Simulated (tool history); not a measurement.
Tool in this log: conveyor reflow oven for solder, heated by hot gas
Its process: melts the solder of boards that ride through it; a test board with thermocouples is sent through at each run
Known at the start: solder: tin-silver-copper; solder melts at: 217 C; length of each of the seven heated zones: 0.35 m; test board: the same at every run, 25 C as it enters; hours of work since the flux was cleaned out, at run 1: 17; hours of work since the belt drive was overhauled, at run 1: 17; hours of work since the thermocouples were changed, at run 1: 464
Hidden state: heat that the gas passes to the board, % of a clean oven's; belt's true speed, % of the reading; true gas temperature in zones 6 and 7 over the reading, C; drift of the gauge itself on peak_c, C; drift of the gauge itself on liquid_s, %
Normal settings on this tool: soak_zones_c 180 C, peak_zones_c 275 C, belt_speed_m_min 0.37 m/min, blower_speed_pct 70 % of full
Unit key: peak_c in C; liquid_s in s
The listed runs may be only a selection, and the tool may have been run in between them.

run    hour  soak_zones_c  peak_zones_c  belt_speed_m_min  blower_speed_pct  hours of work since the flux was cleaned out  hours of work since the belt drive was overhauled  hours of work since the thermocouples were changed  peak_c  liquid_s
  1       0           180           275              0.37                70                                            17                                                 17                                                 464   260.8     97.02
  2    44.1           180           275              0.37                70                                            42                                                 42                                                 489   260.6      96.9
  3    93.2           180           280              0.37                70                                            71                                                 71                                                 518   265.2    100.22
      147.8  -- thermocouples of zones 6 and 7 changed
  4   162.8           180           280              0.37                70                                           110                                                110                                                   9   266.1    100.98
  5   231.4           180           280              0.37                70                                           150                                                150                                                  49   265.9    101.05
      260.6  -- flux residue cleaned out of gas plates and filters
  6   287.4           180           280              0.37                70                                            16                                                179                                                  78   266.4    101.42
  7     358           180           280              0.37                73                                            56                                                220                                                 119   266.7    101.83
  8   404.1           180           280              0.37                73                                            83                                                247                                                 146   266.6    101.73
  9   457.9           180           280              0.37                73                                           114                                                278                                                 177   266.5    101.75
 10   498.1           180           275             0.426                70                                           138                                                301                                                 200   256.9     80.41
      549.4  -- flux residue cleaned out of gas plates and filters
 11   563.1           180           275             0.426                70                                             8                                                336                                                 235     257      80.7
 12   623.4           170           275              0.37                70                                            43                                                371                                                 270     260     91.41
 13   691.8           170           275              0.37                70                                            83                                                411                                                 310   259.6     91.39
 14   751.3           170           275              0.37                70                                           117                                                445                                                 344   259.5     91.28
 15   814.3           180           275              0.37                70                                           154                                                482                                                 381   260.7     97.48
      840.5  -- flux residue cleaned out of gas plates and filters
 16   891.7           178           267              0.37                70                                            30                                                524                                                 423   253.7     90.68
 17   933.6           192           263              0.37                59                                            54                                                548                                                 447   250.3     95.74
 18   997.8           192           263              0.37                59                                            91                                                585                                                 484     250     95.39
 19  1055.1           180           270             0.312                56                                           124                                                619                                                 517     258    114.46
     1106.9  -- thermocouples of zones 6 and 7 changed
 20  1113.1           180           270             0.312                56                                           157                                                651                                                   4   258.5    114.86
     1132.5  -- flux residue cleaned out of gas plates and filters
 21  1187.6           180           270             0.312                56                                            32                                                691                                                  44   258.6    115.24
 22  1241.4           180           275              0.37                84                                            63                                                723                                                  75   263.7    100.89
 23  1296.7           180           279              0.37                70                                            95                                                755                                                 107   264.9    101.28
 24  1365.7           171           279             0.431                63                                           135                                                795                                                 147   256.1     74.79
     1423.8  -- flux residue cleaned out of gas plates and filters
 25  1436.2           171           279             0.431                63                                             7                                                833                                                 185   256.6     75.26
 26  1500.1           180           287             0.374                65                                            44                                                870                                                 222   270.7    104.25
 27  1530.6           180           264             0.313                70                                            62                                                887                                                 240   254.9    112.91
 28  1573.8           179           268             0.313                70                                            87                                                912                                                 265   258.5    115.45
 29  1623.3           180           269              0.37                54                                           116                                                941                                                 294   251.9     89.24

Predict each of these 5 candidate next runs independently; none follows another, all start after run 29:
  A  1689.9           189           271              0.37                70                                           154                                                980                                                 332       ?         ?
  B  1689.9           195           269              0.37                54                                           154                                                980                                                 332       ?         ?
  C  1689.9           180           269             0.418                75                                           154                                                980                                                 332       ?         ?
  D  1689.9           180           274             0.361                70                                           154                                                980                                                 332       ?         ?
  E  1689.9           180           264              0.37                54                                           154                                                980                                                 332       ?         ?

run  peak_c  liquid_s
  A   258.1    102.19
  B   254.4    102.37
  C   252.8      79.9
  D   260.6    100.78
  E   247.3     84.03
Without the tool's unlogged condition, the same runs would have read:
run  peak_c  liquid_s
  A   259.5    101.56
  B   255.6    101.72
  C   254.2     79.87
  D   261.9    100.23
  E   248.5     84.06

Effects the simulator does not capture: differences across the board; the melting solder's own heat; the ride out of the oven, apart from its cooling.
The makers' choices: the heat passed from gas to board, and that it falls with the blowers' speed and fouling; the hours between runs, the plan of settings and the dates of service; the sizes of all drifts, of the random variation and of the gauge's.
